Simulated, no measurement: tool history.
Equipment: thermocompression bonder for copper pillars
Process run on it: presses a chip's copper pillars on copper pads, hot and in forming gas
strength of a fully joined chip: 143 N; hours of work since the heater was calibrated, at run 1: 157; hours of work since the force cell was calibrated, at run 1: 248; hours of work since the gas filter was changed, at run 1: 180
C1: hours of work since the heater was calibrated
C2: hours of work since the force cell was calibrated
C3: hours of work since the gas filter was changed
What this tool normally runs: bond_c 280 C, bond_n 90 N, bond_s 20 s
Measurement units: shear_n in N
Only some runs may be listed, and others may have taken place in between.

run 1 hour=0.0 | bond_c=280 bond_n=90 bond_s=20 | C1=157 C2=248 C3=180 | shear_n=70.4
run 2 hour=15.9 | bond_c=280 bond_n=90 bond_s=20 | C1=164 C2=255 C3=187 | shear_n=70.2
-- hour=19.1 forming gas filter changed
run 3 hour=34.2 | bond_c=280 bond_n=90 bond_s=20 | C1=172 C2=262 C3=7 | shear_n=74.5
run 4 hour=65.7 | bond_c=280 bond_n=90 bond_s=20 | C1=186 C2=276 C3=20 | shear_n=74.7
run 5 hour=95.2 | bond_c=280 bond_n=90 bond_s=20 | C1=199 C2=289 C3=33 | shear_n=73.6
run 6 hour=127.3 | bond_c=280 bond_n=90 bond_s=20 | C1=213 C2=303 C3=47 | shear_n=74.4
run 7 hour=149.8 | bond_c=280 bond_n=90 bond_s=20 | C1=223 C2=313 C3=57 | shear_n=72.5
run 8 hour=179.0 | bond_c=280 bond_n=90 bond_s=20 | C1=236 C2=326 C3=70 | shear_n=73.4
run 9 hour=214.7 | bond_c=280 bond_n=90 bond_s=20 | C1=251 C2=341 C3=86 | shear_n=74.5
run 10 hour=247.8 | bond_c=280 bond_n=90 bond_s=20 | C1=266 C2=356 C3=100 | shear_n=73.0
run 11 hour=280.1 | bond_c=273 bond_n=90 bond_s=20 | C1=280 C2=370 C3=114 | shear_n=66.2
run 12 hour=296.5 | bond_c=273 bond_n=115 bond_s=20 | C1=287 C2=377 C3=121 | shear_n=75.8
run 13 hour=315.9 | bond_c=273 bond_n=115 bond_s=20 | C1=296 C2=386 C3=130 | shear_n=77.0
run 14 hour=336.5 | bond_c=273 bond_n=115 bond_s=20 | C1=305 C2=395 C3=139 | shear_n=76.4
run 15 hour=364.1 | bond_c=280 bond_n=114 bond_s=20 | C1=317 C2=407 C3=151 | shear_n=82.9
run 16 hour=394.2 | bond_c=258 bond_n=90 bond_s=20 | C1=330 C2=420 C3=164 | shear_n=51.4
run 17 hour=421.1 | bond_c=258 bond_n=90 bond_s=20 | C1=342 C2=432 C3=176 | shear_n=50.7
run 18 hour=438.9 | bond_c=255 bond_n=80 bond_s=19 | C1=349 C2=440 C3=184 | shear_n=42.9
-- hour=450.5 forming gas filter changed
run 19 hour=464.7 | bond_c=283 bond_n=55 bond_s=36 | C1=360 C2=451 C3=6 | shear_n=70.3
run 20 hour=497.5 | bond_c=252 bond_n=75 bond_s=20 | C1=375 C2=465 C3=21 | shear_n=41.9
run 21 hour=526.4 | bond_c=255 bond_n=131 bond_s=12 | C1=387 C2=478 C3=33 | shear_n=54.6
run 22 hour=552.1 | bond_c=255 bond_n=131 bond_s=12 | C1=399 C2=489 C3=44 | shear_n=54.7
run 23 hour=577.6 | bond_c=255 bond_n=131 bond_s=12 | C1=410 C2=500 C3=56 | shear_n=54.3
-- hour=582.4 force cell calibrated
run 24 hour=595.6 | bond_c=280 bond_n=131 bond_s=21 | C1=417 C2=6 C3=63 | shear_n=92.1
run 25 hour=613.8 | bond_c=275 bond_n=86 bond_s=39 | C1=425 C2=14 C3=71 | shear_n=83.7
run 26 hour=642.7 | bond_c=251 bond_n=60 bond_s=12 | C1=438 C2=26 C3=83 | shear_n=26.8
run 27 hour=665.2 | bond_c=251 bond_n=60 bond_s=12 | C1=448 C2=36 C3=93 | shear_n=27.2
-- hour=680.3 force cell calibrated, once more
run 28 hour=695.8 | bond_c=280 bond_n=55 bond_s=47 | C1=460 C2=7 C3=106 | shear_n=69.3
run 29 hour=714.9 | bond_c=280 bond_n=55 bond_s=47 | C1=469 C2=15 C3=114 | shear_n=68.9
run 30 hour=753.4 | bond_c=280 bond_n=111 bond_s=20 | C1=486 C2=32 C3=131 | shear_n=79.9
run 31 hour=778.3 | bond_c=296 bond_n=61 bond_s=20 | C1=496 C2=43 C3=142 | shear_n=67.7
run 32 hour=808.2 | bond_c=296 bond_n=61 bond_s=20 | C1=510 C2=56 C3=155 | shear_n=66.4
run 33 hour=843.1 | bond_c=296 bond_n=61 bond_s=20 | C1=525 C2=71 C3=171 | shear_n=67.4
run 34 hour=870.8 | bond_c=280 bond_n=90 bond_s=30 | C1=537 C2=83 C3=183 | shear_n=79.2

Take each entry between the runs: how does the hidden state at the last listed run before it differ from the hidden state at the first listed run after it?
In the gap between runs 2 and 3: forming gas filter changed (hour 19.1)
  force that reaches the chip, % of what is set: 101.9 -> 102; oxide that the forming gas leaves, % of the face: 7.41 -> 0.86
  measured less the result without the state, shear_n: -4.9 -> +0.0 N
In the gap between runs 18 and 19: forming gas filter changed (hour 450.5)
  force that reaches the chip, % of what is set: 102.7 -> 102.8; oxide that the forming gas leaves, % of the face: 6.49 -> 0.74
  measured less the result without the state, shear_n: -2.9 -> -0.2 N
In the gap between runs 23 and 24: force cell calibrated (hour 582.4)
  force that reaches the chip, % of what is set: 103 -> 103.9; oxide that the forming gas leaves, % of the face: 2.36 -> 2.6
  measured less the result without the state, shear_n: -1.2 -> -1.7 N
In the gap between runs 27 and 28: force cell calibrated, once more (hour 680.3)
  true temperature of the bond over the reading, C: -1.6 -> -1.7; force that reaches the chip, % of what is set: 104 -> 100.1; oxide that the forming gas leaves, % of the face: 3.55 -> 3.97
  measured less the result without the state, shear_n: -0.9 -> -4.1 N

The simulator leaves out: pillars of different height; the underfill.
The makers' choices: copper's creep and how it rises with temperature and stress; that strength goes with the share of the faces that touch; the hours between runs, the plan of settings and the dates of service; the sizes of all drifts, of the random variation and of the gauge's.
